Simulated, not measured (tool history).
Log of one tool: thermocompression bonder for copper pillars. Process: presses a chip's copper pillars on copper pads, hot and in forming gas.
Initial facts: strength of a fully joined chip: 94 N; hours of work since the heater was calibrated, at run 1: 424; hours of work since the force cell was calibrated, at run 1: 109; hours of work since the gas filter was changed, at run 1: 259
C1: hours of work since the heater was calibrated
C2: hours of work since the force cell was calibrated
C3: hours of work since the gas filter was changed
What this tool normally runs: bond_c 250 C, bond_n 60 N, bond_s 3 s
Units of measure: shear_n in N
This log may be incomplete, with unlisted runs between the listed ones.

Run 1, hour 0: usual settings; C1 424; C2 109; C3 259. Result: shear_n 35.4 N.
Run 2, hour 6.6: usual settings; C1 429; C2 114; C3 264. Result: shear_n 33.9 N.
Run 3, hour 16.3: usual settings; C1 437; C2 122; C3 271. Result: shear_n 35.8 N.
Run 4, hour 25.7: usual settings but bond_c 227 C; C1 444; C2 129; C3 279. Result: shear_n 24.5 N.
Run 5, hour 34.9: usual settings but bond_c 252 C; C1 451; C2 136; C3 286. Result: shear_n 36.7 N.
Run 6, hour 41.9: usual settings but bond_n 51 N; C1 457; C2 141; C3 291. Result: shear_n 31.1 N.
Run 7, hour 46.5: usual settings; C1 460; C2 145; C3 295. Result: shear_n 35.7 N.
Run 8, hour 50.6: usual settings but bond_s 5 s; C1 464; C2 148; C3 298. Result: shear_n 43.7 N.
Run 9, hour 58.6: usual settings but bond_s 5 s; C1 470; C2 155; C3 304. Result: shear_n 41.9 N.
Run 10, hour 67.6: usual settings but bond_s 5 s; C1 477; C2 162; C3 311. Result: shear_n 41.3 N.
At hour 68.8: forming gas filter changed.
Run 11, hour 72.4: usual settings but bond_s 5 s; C1 480; C2 165; C3 3. Result: shear_n 45.8 N.
Run 12, hour 77: usual settings but bond_s 6 s; C1 484; C2 169; C3 6. Result: shear_n 48.6 N.
Run 13, hour 81.7: usual settings but bond_s 6 s; C1 488; C2 172; C3 10. Result: shear_n 47.7 N.
Run 14, hour 88.1: usual settings; C1 493; C2 177; C3 15. Result: shear_n 37 N.
Run 15, hour 97.8: usual settings; C1 500; C2 185; C3 23. Result: shear_n 36.9 N.
Run 16, hour 106.5: usual settings but bond_n 38 N; C1 507; C2 192; C3 29. Result: shear_n 26.9 N.
Run 17, hour 112.2: usual settings; C1 511; C2 196; C3 34. Result: shear_n 38.2 N.
Run 18, hour 121.5: usual settings; C1 519; C2 203; C3 41. Result: shear_n 37.7 N.
Run 19, hour 128.4: usual settings but bond_c 230 C; C1 524; C2 209; C3 47. Result: shear_n 28 N.
Run 20, hour 137: usual settings but bond_c 230 C; C1 531; C2 215; C3 53. Result: shear_n 27 N.
Run 21, hour 144.5: usual settings but bond_c 265 C, bond_n 40 N, bond_s 5 s; C1 537; C2 221; C3 59. Result: shear_n 41.7 N.
Run 22, hour 149.6: usual settings but bond_c 244 C, bond_n 47 N; C1 541; C2 225; C3 63. Result: shear_n 28.7 N.
Run 23, hour 154: usual settings but bond_c 265 C, bond_n 47 N, bond_s 4 s; C1 544; C2 229; C3 67. Result: shear_n 42.4 N.
Run 24, hour 163.5: usual settings but bond_c 248 C, bond_n 76 N; C1 551; C2 236; C3 74. Result: shear_n 42.2 N.
Run 25, hour 173.8: usual settings but bond_c 244 C, bond_n 41 N; C1 559; C2 244; C3 82. Result: shear_n 25.3 N.
Run 26, hour 180.9: usual settings but bond_c 257 C, bond_n 43 N, bond_s 6 s; C1 565; C2 250; C3 87. Result: shear_n 41.9 N.
Run 27, hour 190.9: usual settings but bond_c 278 C; C1 573; C2 257; C3 95. Result: shear_n 51 N.
Run 28, hour 197.6: usual settings but bond_c 278 C, bond_n 86 N; C1 578; C2 263; C3 101. Result: shear_n 63.9 N.
Run 29, hour 207.4: usual settings but bond_c 278 C, bond_n 86 N; C1 586; C2 270; C3 108. Result: shear_n 61.9 N.
Run 30, hour 215.2: usual settings but bond_c 278 C, bond_n 86 N; C1 592; C2 276; C3 114. Result: shear_n 62.1 N.
Run 31, hour 224.8: usual settings but bond_c 234 C, bond_n 38 N; C1 599; C2 284; C3 122. Result: shear_n 20 N.
Run 32, hour 233.4: usual settings but bond_c 239 C, bond_n 38 N; C1 606; C2 291; C3 129. Result: shear_n 21.2 N.
Run 33, hour 242.2: usual settings but bond_c 239 C, bond_n 40 N, bond_s 7 s; C1 613; C2 298; C3 135. Result: shear_n 31.4 N.
Run 34, hour 246.4: usual settings but bond_c 267 C, bond_s 4 s; C1 616; C2 301; C3 139. Result: shear_n 49.6 N.
Run 35, hour 252.1: usual settings but bond_c 245 C; C1 621; C2 305; C3 143. Result: shear_n 32.8 N.
Run 36, hour 259: usual settings but bond_c 245 C; C1 626; C2 311; C3 149. Result: shear_n 34.1 N.
Run 37, hour 263.9: usual settings but bond_c 262 C, bond_n 71 N, bond_s 4 s; C1 630; C2 314; C3 152. Result: shear_n 51.6 N.
Run 38, hour 269.1: usual settings but bond_c 273 C, bond_n 66 N, bond_s 4 s; C1 634; C2 319; C3 156. Result: shear_n 54.6 N.
Run 39, hour 274.9: usual settings but bond_c 273 C, bond_n 66 N, bond_s 4 s; C1 638; C2 323; C3 161. Result: shear_n 55 N.
Run 40, hour 281.3: usual settings but bond_s 5 s; C1 644; C2 328; C3 166. Result: shear_n 42.7 N.

Predict each of these 4 candidate next runs independently; none follows another, all start after run 40:
Run A, hour 291.6: usual settings but bond_c 253 C, bond_n 64 N, bond_s 8 s; C1 652; C2 336; C3 174. Result: shear_n ?.
Run B, hour 291.6: usual settings but bond_c 271 C, bond_n 40 N; C1 652; C2 336; C3 174. Result: shear_n ?.
Run C, hour 291.6: usual settings but bond_n 39 N; C1 652; C2 336; C3 174. Result: shear_n ?.
Run D, hour 291.6: usual settings but bond_c 254 C; C1 652; C2 336; C3 174. Result: shear_n ?.

run  shear_n
  A     52.8
  B     35.4
  C     24.8
  D       39
Without the tool's unlogged condition, the same runs would have read:
run  shear_n
  A     59.6
  B     40.3
  C     28.9
  D     44.5
